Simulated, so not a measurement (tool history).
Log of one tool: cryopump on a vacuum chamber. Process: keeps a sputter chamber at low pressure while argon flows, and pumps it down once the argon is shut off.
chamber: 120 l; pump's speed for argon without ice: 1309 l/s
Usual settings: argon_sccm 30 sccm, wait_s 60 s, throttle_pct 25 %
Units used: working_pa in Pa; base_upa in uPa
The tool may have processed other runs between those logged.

{"run": 1, "day": 0.0, "argon_sccm": 30, "wait_s": 60, "throttle_pct": 25, "working_pa": 0.1639, "base_upa": 2.96}
{"run": 2, "day": 1.767, "argon_sccm": 30, "wait_s": 60, "throttle_pct": 25, "working_pa": 0.1617, "base_upa": 3.21}
{"run": 3, "day": 4.383, "argon_sccm": 30, "wait_s": 60, "throttle_pct": 39, "working_pa": 0.1071, "base_upa": 3.27}
{"day": 6.646, "done": "pump warmed up, emptied and cooled again"}
{"run": 4, "day": 7.121, "argon_sccm": 30, "wait_s": 60, "throttle_pct": 39, "working_pa": 0.0999, "base_upa": 2.84}
{"run": 5, "day": 9.621, "argon_sccm": 30, "wait_s": 60, "throttle_pct": 39, "working_pa": 0.1004, "base_upa": 2.85}
{"run": 6, "day": 11.246, "argon_sccm": 30, "wait_s": 60, "throttle_pct": 39, "working_pa": 0.1, "base_upa": 2.9}
{"run": 7, "day": 13.679, "argon_sccm": 30, "wait_s": 60, "throttle_pct": 25, "working_pa": 0.155, "base_upa": 2.98}
{"run": 8, "day": 15.992, "argon_sccm": 30, "wait_s": 60, "throttle_pct": 52, "working_pa": 0.0749, "base_upa": 3.03}
{"run": 9, "day": 18.046, "argon_sccm": 30, "wait_s": 60, "throttle_pct": 25, "working_pa": 0.1546, "base_upa": 3.16}
{"run": 10, "day": 20.517, "argon_sccm": 30, "wait_s": 60, "throttle_pct": 32, "working_pa": 0.1218, "base_upa": 3.03}
{"run": 11, "day": 23.071, "argon_sccm": 12, "wait_s": 78, "throttle_pct": 25, "working_pa": 0.0615, "base_upa": 2.95}
{"run": 12, "day": 25.629, "argon_sccm": 26, "wait_s": 78, "throttle_pct": 47, "working_pa": 0.072, "base_upa": 2.94}
{"run": 13, "day": 26.896, "argon_sccm": 26, "wait_s": 78, "throttle_pct": 47, "working_pa": 0.0721, "base_upa": 3.05}
{"run": 14, "day": 28.4, "argon_sccm": 27, "wait_s": 120, "throttle_pct": 33, "working_pa": 0.1063, "base_upa": 2.81}
{"run": 15, "day": 30.154, "argon_sccm": 27, "wait_s": 120, "throttle_pct": 33, "working_pa": 0.108, "base_upa": 2.83}
{"run": 16, "day": 32.833, "argon_sccm": 27, "wait_s": 120, "throttle_pct": 33, "working_pa": 0.1076, "base_upa": 3.04}
{"run": 17, "day": 35.412, "argon_sccm": 27, "wait_s": 120, "throttle_pct": 33, "working_pa": 0.1086, "base_upa": 3.04}
{"run": 18, "day": 37.579, "argon_sccm": 30, "wait_s": 181, "throttle_pct": 23, "working_pa": 0.1705, "base_upa": 2.99}

5 options for the next run, each taken on its own from the tool as it stands now. Forecast them:
{"run": "A", "day": 38.988, "argon_sccm": 35, "wait_s": 118, "throttle_pct": 25, "working_pa": "?", "base_upa": "?"}
{"run": "B", "day": 38.988, "argon_sccm": 30, "wait_s": 217, "throttle_pct": 18, "working_pa": "?", "base_upa": "?"}
{"run": "C", "day": 38.988, "argon_sccm": 30, "wait_s": 181, "throttle_pct": 20, "working_pa": "?", "base_upa": "?"}
{"run": "D", "day": 38.988, "argon_sccm": 55, "wait_s": 25, "throttle_pct": 59, "working_pa": "?", "base_upa": "?"}
{"run": "E", "day": 38.988, "argon_sccm": 30, "wait_s": 28, "throttle_pct": 30, "working_pa": "?", "base_upa": "?"}

run=A working_pa=0.1845 base_upa=3.11
run=B working_pa=0.217 base_upa=2.87
run=C working_pa=0.1969 base_upa=2.92
run=D working_pa=0.125 base_upa=4.62
run=E working_pa=0.1332 base_upa=4.37
Take away the tool's hidden state, keep each run's random variation, and the runs would have read:
run=A working_pa=0.1815 base_upa=0.65
run=B working_pa=0.2145 base_upa=0.44
run=C working_pa=0.1943 base_upa=0.47
run=D working_pa=0.1203 base_upa=2.15
run=E working_pa=0.1306 base_upa=1.94

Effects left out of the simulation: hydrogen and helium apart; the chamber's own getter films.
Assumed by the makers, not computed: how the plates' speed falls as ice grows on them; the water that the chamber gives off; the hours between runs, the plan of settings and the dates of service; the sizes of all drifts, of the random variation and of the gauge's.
